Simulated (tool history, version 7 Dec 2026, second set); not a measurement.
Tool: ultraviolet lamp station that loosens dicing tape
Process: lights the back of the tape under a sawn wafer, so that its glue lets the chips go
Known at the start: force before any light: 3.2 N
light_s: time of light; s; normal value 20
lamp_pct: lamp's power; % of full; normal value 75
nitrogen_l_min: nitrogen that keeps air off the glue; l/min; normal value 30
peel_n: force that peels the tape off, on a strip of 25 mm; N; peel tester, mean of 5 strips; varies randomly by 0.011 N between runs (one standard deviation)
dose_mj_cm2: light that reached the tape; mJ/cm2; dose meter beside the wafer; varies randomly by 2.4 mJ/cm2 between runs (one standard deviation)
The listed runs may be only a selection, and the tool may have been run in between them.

Run 1, hour 0: usual settings. Result: peel_n 0.724 N, dose_mj_cm2 208 mJ/cm2.
Run 2, hour 45.4: usual settings. Result: peel_n 0.726 N, dose_mj_cm2 199 mJ/cm2.
Run 3, hour 84.7: usual settings. Result: peel_n 0.74 N, dose_mj_cm2 196 mJ/cm2.
At hour 108.8: window cleaned of glue's vapour.
Run 4, hour 123.3: usual settings. Result: peel_n 0.591 N, dose_mj_cm2 231 mJ/cm2.
Run 5, hour 145.5: usual settings. Result: peel_n 0.607 N, dose_mj_cm2 233 mJ/cm2.
Run 6, hour 179.5: usual settings. Result: peel_n 0.627 N, dose_mj_cm2 231 mJ/cm2.
Run 7, hour 201.9: usual settings. Result: peel_n 0.612 N, dose_mj_cm2 225 mJ/cm2.
Run 8, hour 223.8: usual settings. Result: peel_n 0.615 N, dose_mj_cm2 225 mJ/cm2.
Run 9, hour 265.6: usual settings. Result: peel_n 0.662 N, dose_mj_cm2 223 mJ/cm2.
Run 10, hour 311.1: usual settings. Result: peel_n 0.638 N, dose_mj_cm2 220 mJ/cm2.
Run 11, hour 343.9: usual settings but lamp_pct 69 % of full, nitrogen_l_min 17 l/min. Result: peel_n 0.851 N, dose_mj_cm2 195 mJ/cm2.
Run 12, hour 393.6: usual settings but lamp_pct 69 % of full, nitrogen_l_min 17 l/min. Result: peel_n 0.86 N, dose_mj_cm2 197 mJ/cm2.
Run 13, hour 432.8: usual settings but light_s 24 s, nitrogen_l_min 34 l/min. Result: peel_n 0.53 N, dose_mj_cm2 249 mJ/cm2.
Run 14, hour 464.7: usual settings but lamp_pct 81 % of full, nitrogen_l_min 26 l/min. Result: peel_n 0.655 N, dose_mj_cm2 219 mJ/cm2.

What if the next run were any one of these 5? Each begins from the tool's condition after run 14:
Run A, hour 506.7: usual settings but lamp_pct 74 % of full, nitrogen_l_min 9 l/min. Result: peel_n ?, dose_mj_cm2 ?.
Run B, hour 506.7: usual settings but light_s 23 s, lamp_pct 81 % of full, nitrogen_l_min 26 l/min. Result: peel_n ?, dose_mj_cm2 ?.
Run C, hour 506.7: usual settings but light_s 16 s, lamp_pct 73 % of full, nitrogen_l_min 11 l/min. Result: peel_n ?, dose_mj_cm2 ?.
Run D, hour 506.7: usual settings but lamp_pct 71 % of full. Result: peel_n ?, dose_mj_cm2 ?.
Run E, hour 506.7: usual settings but light_s 23 s, lamp_pct 69 % of full, nitrogen_l_min 44 l/min. Result: peel_n ?, dose_mj_cm2 ?.

run  peel_n  dose_mj_cm2
  A   1.012          195
  B   0.569          251
  C   1.189          156
  D   0.799          191
  E   0.616          211
Without the tool's unlogged condition, the same runs would have read:
run  peel_n  dose_mj_cm2
  A   0.711          264
  B   0.369          338
  C   0.877          211
  D   0.534          257
  E     0.4          285
